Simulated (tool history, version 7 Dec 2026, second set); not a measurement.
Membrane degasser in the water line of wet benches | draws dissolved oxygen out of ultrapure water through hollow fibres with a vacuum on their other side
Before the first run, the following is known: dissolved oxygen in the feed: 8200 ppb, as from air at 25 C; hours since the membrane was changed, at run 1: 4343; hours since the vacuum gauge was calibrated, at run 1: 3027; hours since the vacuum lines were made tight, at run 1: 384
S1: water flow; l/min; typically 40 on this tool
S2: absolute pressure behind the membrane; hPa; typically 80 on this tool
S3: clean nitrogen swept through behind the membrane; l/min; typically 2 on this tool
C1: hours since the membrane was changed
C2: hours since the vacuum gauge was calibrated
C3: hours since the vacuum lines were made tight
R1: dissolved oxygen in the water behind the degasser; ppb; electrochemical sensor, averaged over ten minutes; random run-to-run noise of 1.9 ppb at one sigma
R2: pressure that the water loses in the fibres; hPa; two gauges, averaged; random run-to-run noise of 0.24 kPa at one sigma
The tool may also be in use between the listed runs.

run	hour	S1	S2	S3	C1	C2	C3	R1	R2
1	0	40	80	2	4343	3027	384	221.3	646
2	121.6	40	80	2	4465	3149	506	224.1	644.9
3	265.4	40	69.5	2	4609	3292	650	175.1	649.8
4	341.9	40	69.5	2	4685	3369	726	175.5	653.4
5	478.4	48	80	2	4822	3506	863	266.6	778.6
6	613	40	80	2	4956	3640	997	223.5	647
7	765.5	40	80	2	5109	3793	1150	228.8	653.9
8	839.3	40	80	2.81	5182	3866	1223	166.8	646.8
9	973.9	40	80	2.81	5317	4001	1358	168	649.5
10	1060.7	40	80	2.81	5404	4088	1445	169.4	642.2
11	1231.6	40	80	2	5575	4259	1616	231.3	652.7
12	1324.7	40	153.1	2	5668	4352	1709	527.1	647.1
13	1483.7	40	83	2	5827	4511	1868	240.2	652.2
14	1629.6	40	83	2	5973	4657	2014	241.2	652.8
15	1794.6	40	83	2	6138	4822	2179	238.1	653.9
16	1907	40	83	2	6250	4934	2291	241.6	654.7
17	2060.8	48	80	1.1	6404	5088	2445	436.7	782.1
18	2135	48	80	1.1	6478	5162	2519	442.1	780.1
19	2303.1	40	80	4.32	6646	5330	2687	116.6	655.1
20	2393.5	40	146	4.72	6737	5421	2778	238.5	658.2
21	2523	40	111	1.68	6866	5550	2907	421.5	658.4
22	2638.3	40	92.9	4.63	6981	5665	3022	137.7	658.2
23	2743.7	40	92.9	0.97	7087	5771	3128	508.1	653.4
24	2819	57	90.6	2.98	7162	5846	3203	278.6	936.7
25	2974.7	57	124.3	1.73	7318	6002	3359	631.3	937.5
26	3136.5	46	57.6	2	7480	6164	3521	156.6	758.2
27	3264.1	49	101.9	1.29	7607	6291	3648	553.6	804.8
28	3438	49	101.9	1.29	7781	6465	3822	551.5	808.9
29	3518.4	59	137.9	1.3	7862	6546	3903	924.5	971.4
30	3651.6	25	80	4.61	7995	6679	4036	71.6	409.6
31	3815.2	55	48.5	2	8158	6842	4199	139.1	907.7
32	3977.2	37	80	0.96	8320	7004	4361	394.4	608.4

For some of the steps in R1 from one run to the next: how much would appear even if the tool had no hidden state, given the settings, what came in and random variation, and how much remains for the hidden state plus any gauge scatter that the measured result and the result without hidden state don't share?
The hidden state here: membrane still open, %; true pressure behind the membrane over the reading, kPa; air that leaks in behind the membrane, l/min; drift of the gauge itself on oxygen_ppb, %; drift of the gauge itself on loss_of_pressure_kpa, %.
Run 22 -> 23: S3 4.63 -> 0.97. R1 +370.4 ppb: hidden state +24.6, all else +345.8.
Run 25 -> 26: S1 57 -> 46, S2 124.3 -> 57.6, S3 1.73 -> 2. R1 -474.7 ppb: hidden state -6.7, all else -468.
Run 26 -> 27: S1 46 -> 49, S2 57.6 -> 101.9, S3 2 -> 1.29. R1 +397 ppb: hidden state +11.5, all else +385.5.
Run 29 -> 30: S1 59 -> 25, S2 137.9 -> 80, S3 1.3 -> 4.61. R1 -852.9 ppb: hidden state -35.2, all else -817.7.
Run 30 -> 31: S1 25 -> 55, S2 80 -> 48.5, S3 4.61 -> 2. R1 +67.5 ppb: hidden state +26.7, all else +40.8.
